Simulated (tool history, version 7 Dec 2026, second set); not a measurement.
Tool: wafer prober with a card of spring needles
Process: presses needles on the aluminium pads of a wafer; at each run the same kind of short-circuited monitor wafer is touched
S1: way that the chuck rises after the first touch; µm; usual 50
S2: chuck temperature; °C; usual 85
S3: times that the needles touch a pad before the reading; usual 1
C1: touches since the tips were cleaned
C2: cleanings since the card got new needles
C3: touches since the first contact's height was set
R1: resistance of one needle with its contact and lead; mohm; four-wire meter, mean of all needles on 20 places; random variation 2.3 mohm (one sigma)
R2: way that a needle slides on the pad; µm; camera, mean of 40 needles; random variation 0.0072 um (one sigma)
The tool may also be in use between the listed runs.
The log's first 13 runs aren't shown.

-- hour=234.5 tips cleaned on abrasive film
run 14 hour=250.6 | S1=50 S2=85 S3=1 | C1=5218 C2=47 C3=9016 | R1=264 R2=7.331
-- hour=258.5 tips cleaned on abrasive film
run 15 hour=261.9 | S1=50 S2=85 S3=1 | C1=1104 C2=48 C3=12658 | R1=266 R2=7.333
run 16 hour=274.2 | S1=50 S2=85 S3=1 | C1=5110 C2=48 C3=16664 | R1=268 R2=7.340
-- hour=282.3 tips cleaned on abrasive film
run 17 hour=293.2 | S1=50 S2=85 S3=1 | C1=3551 C2=49 C3=22809 | R1=262 R2=7.330
-- hour=307.1 tips cleaned on abrasive film
run 18 hour=307.4 | S1=67 S2=85 S3=1 | C1=79 C2=50 C3=27365 | R1=257 R2=9.825
run 19 hour=319.6 | S1=46 S2=38 S3=1 | C1=4062 C2=50 C3=31348 | R1=254 R2=6.742
-- hour=331.7 tips cleaned on abrasive film
run 20 hour=333.9 | S1=46 S2=122 S3=3 | C1=737 C2=51 C3=35962 | R1=278 R2=6.745
run 21 hour=345.7 | S1=46 S2=122 S3=3 | C1=4561 C2=51 C3=39786 | R1=281 R2=6.753
-- hour=356.1 tips cleaned on abrasive film
run 22 hour=361.9 | S1=46 S2=122 S3=3 | C1=1886 C2=52 C3=45012 | R1=275 R2=6.741
run 23 hour=377.1 | S1=50 S2=85 S3=2 | C1=6804 C2=52 C3=49930 | R1=260 R2=7.338
-- hour=379.5 tips cleaned on abrasive film
run 24 hour=400.2 | S1=70 S2=120 S3=1 | C1=6699 C2=53 C3=57400 | R1=270 R2=10.262
-- hour=402.6 tips cleaned on abrasive film
run 25 hour=412.4 | S1=70 S2=78 S3=1 | C1=3180 C2=54 C3=61349 | R1=259 R2=10.251
-- hour=427.0 tips cleaned on abrasive film
run 26 hour=434.8 | S1=70 S2=78 S3=2 | C1=2528 C2=55 C3=68566 | R1=257 R2=10.253
-- hour=450.3 tips cleaned on abrasive film
run 27 hour=454.8 | S1=32 S2=44 S3=2 | C1=1441 C2=56 C3=75032 | R1=258 R2=4.687
run 28 hour=467.3 | S1=50 S2=61 S3=3 | C1=5515 C2=56 C3=79106 | R1=252 R2=7.324
-- hour=473.6 tips cleaned on abrasive film
run 29 hour=481.0 | S1=32 S2=43 S3=1 | C1=2391 C2=57 C3=83518 | R1=258 R2=4.695
-- hour=497.0 tips cleaned on abrasive film
run 30 hour=497.0 | S1=32 S2=43 S3=1 | C1=0 C2=58 C3=88666 | R1=263 R2=4.689

Forecast each of these 4 alternatives for the next run:
run A hour=516.1 | S1=41 S2=85 S3=1 | C1=6214 C2=58 C3=94880 | R1=? R2=?
run B hour=516.1 | S1=32 S2=43 S3=2 | C1=6214 C2=58 C3=94880 | R1=? R2=?
run C hour=516.1 | S1=32 S2=56 S3=1 | C1=6214 C2=58 C3=94880 | R1=? R2=?
run D hour=516.1 | S1=38 S2=85 S3=1 | C1=6214 C2=58 C3=94880 | R1=? R2=?

run=A R1=270 R2=6.007
run=B R1=262 R2=4.690
run=C R1=267 R2=4.696
run=D R1=270 R2=5.568
Without the tool's hidden state the same runs would have given:
run=A R1=270 R2=6.008
run=B R1=262 R2=4.690
run=C R1=266 R2=4.696
run=D R1=269 R2=5.568

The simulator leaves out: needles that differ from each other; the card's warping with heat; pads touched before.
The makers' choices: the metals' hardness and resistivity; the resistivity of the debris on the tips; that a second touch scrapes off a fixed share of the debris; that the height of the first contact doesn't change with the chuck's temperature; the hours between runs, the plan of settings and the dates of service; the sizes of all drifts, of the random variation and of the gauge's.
